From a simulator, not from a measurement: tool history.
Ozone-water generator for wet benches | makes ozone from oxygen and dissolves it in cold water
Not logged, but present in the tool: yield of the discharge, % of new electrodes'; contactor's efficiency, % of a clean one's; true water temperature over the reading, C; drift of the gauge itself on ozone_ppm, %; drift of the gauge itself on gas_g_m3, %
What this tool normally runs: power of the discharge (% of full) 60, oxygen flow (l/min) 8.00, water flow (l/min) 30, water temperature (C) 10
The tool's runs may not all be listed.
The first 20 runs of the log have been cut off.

run	day	power of the discharge (% of full)	oxygen flow (l/min)	water flow (l/min)	water temperature (C)	hours of work since the electrodes were changed	hours of work since the contactor was cleaned	hours of work since the thermometer was calibrated	dissolved ozone (ppm)	ozone in the gas ahead of the water (g/m3)
21	25.625	95	4.12	30	10	1220	761	2485	36.1	419.4
22	26.421	95	4.12	30	10	1237	778	2502	36.3	419.0
23	27.346	95	4.12	30	10	1257	798	2522	35.9	419.8
24	28.950	95	4.12	30	10	1291	832	2557	36.0	419.9
25	29.933	62	8.00	30	8	1312	853	2578	33.6	243.2
26	30.821	62	8.00	30	8	1331	872	2597	33.4	240.7
27	32.288	60	7.52	19	10	1363	904	2628	45.5	244.2
28	33.379	60	7.52	19	10	1386	927	2652	45.8	246.6
29	34.254	60	7.52	19	10	1405	946	2670	45.0	245.8
30	35.942	65	7.52	22	12	1441	982	2706	41.1	255.1
31	37.504	65	7.52	22	12	1475	1016	2740	41.2	254.7
32	38.646	94	8.00	25	10	1499	1040	2764	46.4	295.4
33	39.604	75	8.08	30	10	1520	1061	2785	36.2	262.9
34	40.717	75	8.08	30	10	1544	1085	2809	35.5	262.4

What if the next run were any one of these 3? Each begins from the tool's condition after run 34:
A	41.442	60	6.19	30	10	1559	1100	2824	?	?
B	41.442	60	8.00	30	11	1559	1100	2824	?	?
C	41.442	75	8.08	30	5	1559	1100	2824	?	?

run	dissolved ozone (ppm)	ozone in the gas ahead of the water (g/m3)
A	31.0	269.7
B	31.2	238.3
C	38.3	263.0
Had the tool no hidden state, the same runs would have come out as:
run	dissolved ozone (ppm)	ozone in the gas ahead of the water (g/m3)
A	32.0	275.3
B	32.2	243.1
C	39.6	269.0

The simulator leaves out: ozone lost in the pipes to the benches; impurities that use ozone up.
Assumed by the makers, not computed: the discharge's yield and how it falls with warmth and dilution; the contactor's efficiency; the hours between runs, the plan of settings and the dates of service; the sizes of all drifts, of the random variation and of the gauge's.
